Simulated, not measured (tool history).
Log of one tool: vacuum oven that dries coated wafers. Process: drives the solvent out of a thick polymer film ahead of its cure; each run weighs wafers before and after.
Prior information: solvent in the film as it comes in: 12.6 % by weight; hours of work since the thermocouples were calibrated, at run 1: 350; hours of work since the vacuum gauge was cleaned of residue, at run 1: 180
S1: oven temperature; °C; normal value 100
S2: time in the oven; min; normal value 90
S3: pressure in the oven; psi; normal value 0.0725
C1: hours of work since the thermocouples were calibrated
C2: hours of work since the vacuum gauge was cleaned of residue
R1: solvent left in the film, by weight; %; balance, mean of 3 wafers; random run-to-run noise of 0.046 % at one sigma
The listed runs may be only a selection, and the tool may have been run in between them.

run,hour,S1,S2,S3,C1,C2,R1
1,0.0,100,90,0.0725,350,180,0.61
2,46.4,100,90,0.0725,372,202,0.64
3,97.5,100,90,0.0725,395,225,0.70
4,144.7,100,90,0.0719,417,247,0.67
5,181.3,100,90,0.0725,433,264,0.70
6,243.1,100,90,0.0725,462,292,0.70
7,284.4,100,90,0.0725,481,311,0.66
8,318.3,100,90,0.0725,496,326,0.68
9,361.7,100,90,0.0725,516,346,0.69
10,414.6,100,90,0.0725,540,371,0.73
11,477.5,100,88,0.0725,569,399,0.67
12,539.8,93,90,0.1591,598,428,2.02
13,584.5,104,90,0.1624,618,448,0.77
14,640.9,104,63,0.1651,644,474,1.15
15,672.5,104,63,0.1651,659,489,1.07
16,735.3,104,63,0.1651,687,518,1.09
17,779.1,113,63,0.0371,707,538,0.23
18,826.5,98,63,0.0371,729,559,1.49
19,874.5,98,63,0.0371,751,581,1.40
20,929.3,112,138,0.0371,776,606,0.18
21,971.3,106,60,0.0783,796,626,0.69
22,1010.7,106,60,0.0783,814,644,0.75

Predict each of these 5 candidate next runs independently; none follows another, all start after run 22:
A,1061.7,93,60,0.0783,837,667,?
B,1061.7,100,90,0.1121,837,667,?
C,1061.7,106,65,0.0783,837,667,?
D,1061.7,87,98,0.1508,837,667,?
E,1061.7,98,57,0.2277,837,667,?

run,R1
A,2.80
B,0.82
C,0.62
D,3.03
E,2.53
Without the tool's hidden state the same runs would have given:
run,R1
A,3.10
B,0.87
C,0.66
D,3.31
E,2.79
